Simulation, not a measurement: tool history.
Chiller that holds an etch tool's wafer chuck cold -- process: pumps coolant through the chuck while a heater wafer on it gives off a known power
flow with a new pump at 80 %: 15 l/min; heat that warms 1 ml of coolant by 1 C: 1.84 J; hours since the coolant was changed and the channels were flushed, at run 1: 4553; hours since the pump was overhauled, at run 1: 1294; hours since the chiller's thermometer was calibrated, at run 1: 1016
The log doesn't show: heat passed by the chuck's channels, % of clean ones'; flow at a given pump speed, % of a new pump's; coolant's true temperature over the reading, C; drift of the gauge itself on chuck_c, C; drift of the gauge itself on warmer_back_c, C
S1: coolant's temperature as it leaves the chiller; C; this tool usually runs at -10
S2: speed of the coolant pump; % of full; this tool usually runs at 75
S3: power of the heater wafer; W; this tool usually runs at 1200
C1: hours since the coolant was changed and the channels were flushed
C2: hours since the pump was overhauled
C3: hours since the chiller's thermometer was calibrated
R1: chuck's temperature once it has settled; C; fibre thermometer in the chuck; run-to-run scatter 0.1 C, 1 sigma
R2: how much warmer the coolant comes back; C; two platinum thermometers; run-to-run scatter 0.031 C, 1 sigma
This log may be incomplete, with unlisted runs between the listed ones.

run     day   S1  S2    S3    C1    C2    C3    R1    R2
  1       0  -10  75  1200  4553  1294  1016  -0.2  2.91
  2   1.962  -10  65  1200  4600  1341  1063     1  3.39
  3   3.696  -10  65  1200  4642  1382  1104   0.9  3.28
  4   5.021  -10  65  1200  4674  1414  1136   0.7  3.39
  5   7.071  -10  65  1200  4723  1463  1185   0.9  3.38
  6   8.033  -10  97  1200  4746  1486  1208  -1.1  2.18
  7   9.558  -10  97  1200  4783  1523  1245  -1.4  2.17
  8  10.462  -10  97  1200  4804  1545  1267  -1.2  2.21
  9  12.471   -4  75  1200  4853  1593  1315     6  2.93
 10  14.375   -4  72  1200  4898  1638  1361   6.3  3.07
 11    16.2  -10  75  1330  4942  1682  1404   1.3   3.2
 12  17.596  -10  75  1200  4976  1716  1438   0.2  2.93
 13  19.688  -10  75  1200  5026  1766  1488   0.3   2.9
 14  21.712  -10  75  1200  5074  1815  1537   0.2  2.94
 15  23.217  -10  75  1200  5110  1851  1573   0.3  2.94
 16  25.104  -10  75  1200  5156  1896  1618   0.5  2.98
      25.25  -- chiller's thermometer calibrated
 17    26.9  -10  75  1200  5198  1938    40   0.8  2.94
 18  28.683  -10  75  1551  5241  1981    82   3.5  3.78
 19  30.179  -10  75  1551  5277  2017   118   3.6  3.78
 20  32.117  -13  98   691  5323  2063   165  -7.6  1.35
     32.667  -- chiller's thermometer calibrated, once more
 21  33.612  -13  98   691  5358  2098    23    -8  1.27
 22  35.158   -3  97  1401  5395  2135    60   7.3   2.7
 23  37.004   -3  97  1401  5439  2180   104   7.2  2.68
 24  38.358   -3  97  1401  5472  2212   137   7.2  2.65
 25  39.658   -3  97  1401  5503  2243   168   7.4  2.65
 26  41.588   -1  87  1401  5549  2290   214  10.1     3
 27  42.908   -2  62   833  5581  2321   246     6  2.55
 28  44.967   -2  62   833  5631  2371   295   6.3  2.55
 29  46.179  -14  89  1088  5660  2400   324  -5.6  2.25
 30  47.662  -15  74  1038  5695  2435   360  -6.1  2.65
 31  48.625  -13  73  1730  5718  2458   383   2.2  4.48
 32  50.471  -10  92  1200  5763  2503   427  -1.1  2.45

3 ways to go on from here, each from the tool as it stands after run 32. What would each give?
  A  52.471  -19  99   615  5811  2551  475   ?   ?
  B  52.471  -14  82   915  5811  2551  475   ?   ?
  C  52.471  -14  75  1687  5811  2551  475   ?   ?

run     R1    R2
  A  -14.4  1.16
  B   -6.3  2.07
  C    0.8  4.26
Had the tool no hidden state, the same runs would have come out as:
run     R1    R2
  A  -15.3  1.07
  B   -7.7  1.93
  C   -1.9  3.96
